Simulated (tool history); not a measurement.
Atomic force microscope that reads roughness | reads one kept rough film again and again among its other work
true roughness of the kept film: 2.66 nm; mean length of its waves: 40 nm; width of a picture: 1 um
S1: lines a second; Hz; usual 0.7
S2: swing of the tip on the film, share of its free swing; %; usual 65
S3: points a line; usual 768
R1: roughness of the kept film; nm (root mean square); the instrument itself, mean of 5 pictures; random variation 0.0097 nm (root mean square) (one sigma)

Run 1, hour 0: usual settings. Result: R1 2.496 nm (root mean square).
Run 2, hour 7.3: usual settings. Result: R1 2.502 nm (root mean square).
Run 3, hour 15.4: usual settings but S2 63 %. Result: R1 2.484 nm (root mean square).
Run 4, hour 20.9: usual settings. Result: R1 2.471 nm (root mean square).
Run 5, hour 27.9: usual settings. Result: R1 2.499 nm (root mean square).
Run 6, hour 37.4: usual settings. Result: R1 2.476 nm (root mean square).
Run 7, hour 46.3: usual settings. Result: R1 2.471 nm (root mean square).
Run 8, hour 52.3: usual settings. Result: R1 2.476 nm (root mean square).
Run 9, hour 59.1: usual settings but S2 73 %. Result: R1 2.433 nm (root mean square).
Run 10, hour 64.1: usual settings but S2 73 %. Result: R1 2.446 nm (root mean square).
Run 11, hour 71.2: usual settings but S1 2.106 Hz. Result: R1 2.377 nm (root mean square).
Run 12, hour 76.4: usual settings but S1 2.106 Hz. Result: R1 2.383 nm (root mean square).
Run 13, hour 81.4: usual settings but S1 2.106 Hz. Result: R1 2.37 nm (root mean square).
Run 14, hour 89.1: usual settings but S1 1.244 Hz. Result: R1 2.412 nm (root mean square).
Run 15, hour 98.9: usual settings but S1 1.244 Hz, S2 89 %. Result: R1 2.25 nm (root mean square).
At hour 106.2: new tip fitted.
Run 16, hour 106.7: usual settings but S3 483. Result: R1 2.535 nm (root mean square).
Run 17, hour 113.2: usual settings but S3 483. Result: R1 2.522 nm (root mean square).
Run 18, hour 121.8: usual settings but S3 461. Result: R1 2.526 nm (root mean square).
Run 19, hour 130: usual settings but S2 70 %, S3 502. Result: R1 2.525 nm (root mean square).
Run 20, hour 137.9: usual settings but S1 0.926 Hz, S3 979. Result: R1 2.488 nm (root mean square).
Run 21, hour 143: usual settings but S1 1.086 Hz, S2 77 %, S3 979. Result: R1 2.457 nm (root mean square).
At hour 144.8: height scale calibrated on a step standard.
Run 22, hour 152.3: usual settings but S1 1.426 Hz. Result: R1 2.475 nm (root mean square).
Run 23, hour 160.2: usual settings but S1 2.138 Hz, S3 803. Result: R1 2.43 nm (root mean square).
Run 24, hour 168: usual settings but S1 2.138 Hz, S3 803. Result: R1 2.423 nm (root mean square).
Run 25, hour 177.5: usual settings but S1 1.268 Hz, S2 72 %, S3 803. Result: R1 2.438 nm (root mean square).
Run 26, hour 184.5: usual settings but S1 1.268 Hz, S2 72 %, S3 803. Result: R1 2.433 nm (root mean square).
Run 27, hour 189.2: usual settings but S1 3.62 Hz, S2 69 %. Result: R1 2.291 nm (root mean square).
Run 28, hour 193.8: usual settings but S1 1.015 Hz, S2 69 %. Result: R1 2.482 nm (root mean square).
At hour 199.3: height scale calibrated on a step standard, once more.
Run 29, hour 200: usual settings but S1 1.015 Hz, S2 69 %. Result: R1 2.455 nm (root mean square).
Run 30, hour 204.7: usual settings but S1 1.155 Hz, S2 60 %. Result: R1 2.471 nm (root mean square).
Run 31, hour 212.2: usual settings but S1 1.155 Hz, S2 60 %. Result: R1 2.48 nm (root mean square).
Run 32, hour 220.2: usual settings but S1 1.155 Hz, S2 78 %, S3 350. Result: R1 2.371 nm (root mean square).
Run 33, hour 224.9: usual settings but S1 1.155 Hz, S2 78 %, S3 350. Result: R1 2.36 nm (root mean square).
Run 34, hour 233.7: usual settings but S1 1.155 Hz, S2 78 %, S3 415. Result: R1 2.359 nm (root mean square).

Forecast each of these 5 alternatives for the next run:
Run A, hour 241.1: usual settings but S1 2.801 Hz, S2 89 %, S3 429. Result: R1 ?.
Run B, hour 241.1: usual settings but S1 1.477 Hz, S2 78 %, S3 415. Result: R1 ?.
Run C, hour 241.1: usual settings but S1 1.42 Hz, S2 58 %, S3 415. Result: R1 ?.
Run D, hour 241.1: usual settings but S1 0.704 Hz, S2 78 %, S3 679. Result: R1 ?.
Run E, hour 241.1: usual settings but S1 1.628 Hz, S2 62 %, S3 931. Result: R1 ?.

run     R1
  A  2.031
  B  2.325
  C  2.457
  D  2.412
  E  2.414
Without the tool's hidden state the same runs would have given:
run     R1
  A  2.089
  B  2.393
  C  2.528
  D  2.483
  E  2.484
